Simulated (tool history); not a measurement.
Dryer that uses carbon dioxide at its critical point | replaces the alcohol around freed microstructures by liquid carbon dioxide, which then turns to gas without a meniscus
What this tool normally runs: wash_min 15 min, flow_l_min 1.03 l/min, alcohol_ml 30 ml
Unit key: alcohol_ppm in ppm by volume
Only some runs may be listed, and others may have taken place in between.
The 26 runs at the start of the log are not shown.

run,day,wash_min,flow_l_min,alcohol_ml,alcohol_ppm
27,16.354,19,0.7,20,65
28,17.046,10,1.41,44,78
29,17.85,10,1.41,44,71
30,18.633,10,0.81,44,611
31,19.121,10,0.81,44,592
32,19.858,13,1.03,30,77
33,20.304,13,1.03,30,86
34,20.883,13,1.03,30,78
35,21.546,9,1.03,30,282
36,22.296,16,1.74,28,42
37,23.017,16,1.74,28,54
38,23.671,19,1.18,26,50

Predict each of these 3 candidate next runs independently; none follows another, all start after run 38:
A,24.154,13,1.03,76,?
B,24.154,22,1.37,24,?
C,24.154,12,1.18,26,?

run,alcohol_ppm
A,146
B,40
C,64
Without the tool's hidden state the same runs would have given:
run,alcohol_ppm
A,66
B,0
C,12
